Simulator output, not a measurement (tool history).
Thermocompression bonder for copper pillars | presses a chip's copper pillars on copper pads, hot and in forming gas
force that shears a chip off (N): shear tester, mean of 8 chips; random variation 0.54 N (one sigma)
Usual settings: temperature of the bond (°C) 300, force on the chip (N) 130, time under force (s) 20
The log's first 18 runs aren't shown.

run,day,temperature of the bond (°C),force on the chip (N),time under force (s),hours of work since the heater was calibrated,hours of work since the force cell was calibrated,hours of work since the gas filter was changed,force that shears a chip off (N)
19,33.312,300,112,20,87,1719,42,42.6
20,35.017,300,130,20,115,1746,70,48.9
21,36.65,300,130,20,142,1773,96,48.9
22,37.725,300,130,20,159,1791,114,48.9
# day 39.179: forming gas filter changed
23,40.296,273,113,35,201,1832,18,37.7
24,41.904,273,113,35,227,1858,44,37.2
25,44.346,300,130,30,267,1898,84,56.5
26,45.975,297,86,21,293,1925,111,30.8
# day 46.175: force cell calibrated
# day 47.579: forming gas filter changed
27,47.804,297,86,21,322,26,4,32.2
28,49.288,297,86,21,346,50,28,32.1
29,51.325,304,96,11,379,84,61,29.8
30,52.729,300,130,18,402,107,84,48.4
31,55.1,323,130,36,441,145,123,75.7
# day 55.9: forming gas filter changed
32,56.55,308,171,18,464,168,11,67.4
# day 58.812: force cell calibrated, once more
33,58.812,298,133,16,500,0,47,39.7
34,61.408,298,133,16,542,42,89,40.2
35,62.704,298,133,13,563,63,110,37.5
# day 64.308: forming gas filter changed
36,64.862,298,133,13,598,98,9,36.3
37,66.733,284,94,22,629,129,40,26
38,68.85,311,130,41,663,163,74,63.6
39,70.75,280,129,30,694,194,105,38.8

Forecast each of these 3 alternatives for the next run:
# day 72.554: forming gas filter changed
A,72.988,280,91,30,730,230,7,?
# day 72.554: forming gas filter changed
B,72.988,274,126,23,730,230,7,?
# day 72.554: forming gas filter changed
C,72.988,280,114,30,730,230,7,?

run,force that shears a chip off (N)
A,27.1
B,30.7
C,34.6
Without the tool's hidden state the same runs would have given:
run,force that shears a chip off (N)
A,30
B,34
C,38.1

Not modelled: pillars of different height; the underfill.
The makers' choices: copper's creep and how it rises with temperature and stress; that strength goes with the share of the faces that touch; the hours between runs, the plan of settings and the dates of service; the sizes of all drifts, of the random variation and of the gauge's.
